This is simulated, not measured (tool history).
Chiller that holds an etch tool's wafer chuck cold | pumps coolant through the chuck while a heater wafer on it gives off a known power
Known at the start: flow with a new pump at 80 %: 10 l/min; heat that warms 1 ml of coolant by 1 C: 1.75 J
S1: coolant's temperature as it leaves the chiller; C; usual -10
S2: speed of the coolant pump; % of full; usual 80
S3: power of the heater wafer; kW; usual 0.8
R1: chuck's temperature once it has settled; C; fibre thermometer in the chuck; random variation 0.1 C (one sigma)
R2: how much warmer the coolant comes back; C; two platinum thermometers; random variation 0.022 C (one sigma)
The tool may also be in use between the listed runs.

run 1 hour=0 | S1=-10 S2=80 S3=0.8 | R1=-1.6 R2=2.82
run 2 hour=67.1 | S1=-10 S2=80 S3=0.8 | R1=-1.7 R2=2.76
run 3 hour=148.5 | S1=-10 S2=90 S3=0.8 | R1=-2 R2=2.48
run 4 hour=213.8 | S1=-10 S2=63 S3=0.8 | R1=-0.4 R2=3.59
run 5 hour=263 | S1=-10 S2=63 S3=0.8 | R1=-0.4 R2=3.58
run 6 hour=329 | S1=-10 S2=63 S3=0.8 | R1=-0.2 R2=3.6
run 7 hour=366.7 | S1=-10 S2=63 S3=0.8 | R1=-0.2 R2=3.6
run 8 hour=405.2 | S1=-8 S2=63 S3=0.8 | R1=1.7 R2=3.6
run 9 hour=458.4 | S1=-8 S2=63 S3=0.8 | R1=1.7 R2=3.54
run 10 hour=519.9 | S1=-8 S2=63 S3=0.8 | R1=1.8 R2=3.59
run 11 hour=566 | S1=-10 S2=80 S3=0.8 | R1=-1.4 R2=2.78
run 12 hour=637.8 | S1=-10 S2=80 S3=0.8 | R1=-1.4 R2=2.79
run 13 hour=673.8 | S1=-10 S2=80 S3=0.8 | R1=-1.4 R2=2.81
run 14 hour=735.9 | S1=-13 S2=80 S3=0.8 | R1=-4.4 R2=2.78
run 15 hour=807.4 | S1=-13 S2=80 S3=0.8 | R1=-4.5 R2=2.8
run 16 hour=885.4 | S1=-10 S2=80 S3=1.188 | R1=2.6 R2=4.11
run 17 hour=926.1 | S1=-10 S2=61 S3=0.418 | R1=-4.6 R2=1.96
run 18 hour=1001.1 | S1=-13 S2=91 S3=0.815 | R1=-4.7 R2=2.47
run 19 hour=1054.6 | S1=-13 S2=89 S3=1.087 | R1=-2.1 R2=3.39
run 20 hour=1098 | S1=-10 S2=92 S3=0.8 | R1=-1.9 R2=2.38
-- hour=1110.1 coolant pump overhauled
run 21 hour=1181 | S1=-10 S2=92 S3=0.8 | R1=-1.9 R2=2.44
run 22 hour=1258 | S1=-8 S2=70 S3=0.43 | R1=-2.9 R2=1.72
run 23 hour=1293.7 | S1=-5 S2=97 S3=0.616 | R1=1 R2=1.74
run 24 hour=1356 | S1=-8 S2=78 S3=0.984 | R1=2.9 R2=3.56
run 25 hour=1418.4 | S1=-19 S2=72 S3=0.605 | R1=-11.9 R2=2.4
-- hour=1483.9 coolant pump overhauled, once more
run 26 hour=1486.2 | S1=-1 S2=72 S3=0.817 | R1=8.5 R2=3.09
run 27 hour=1567.7 | S1=-10 S2=60 S3=0.423 | R1=-4.4 R2=1.96
run 28 hour=1615.6 | S1=-1 S2=73 S3=0.84 | R1=8.6 R2=3.16
run 29 hour=1690.5 | S1=-8 S2=73 S3=0.84 | R1=1.8 R2=3.23
run 30 hour=1760 | S1=-3 S2=61 S3=0.549 | R1=4.2 R2=2.52

Forecast run 31:
run 31 hour=1805.4 | S1=-17 S2=61 S3=0.549 | R1=? R2=?

Run 31 gave R1 -9.8 C, R2 2.52 C.
Without the tool's hidden state the same run would have given R1 -11 C, R2 2.51 C.

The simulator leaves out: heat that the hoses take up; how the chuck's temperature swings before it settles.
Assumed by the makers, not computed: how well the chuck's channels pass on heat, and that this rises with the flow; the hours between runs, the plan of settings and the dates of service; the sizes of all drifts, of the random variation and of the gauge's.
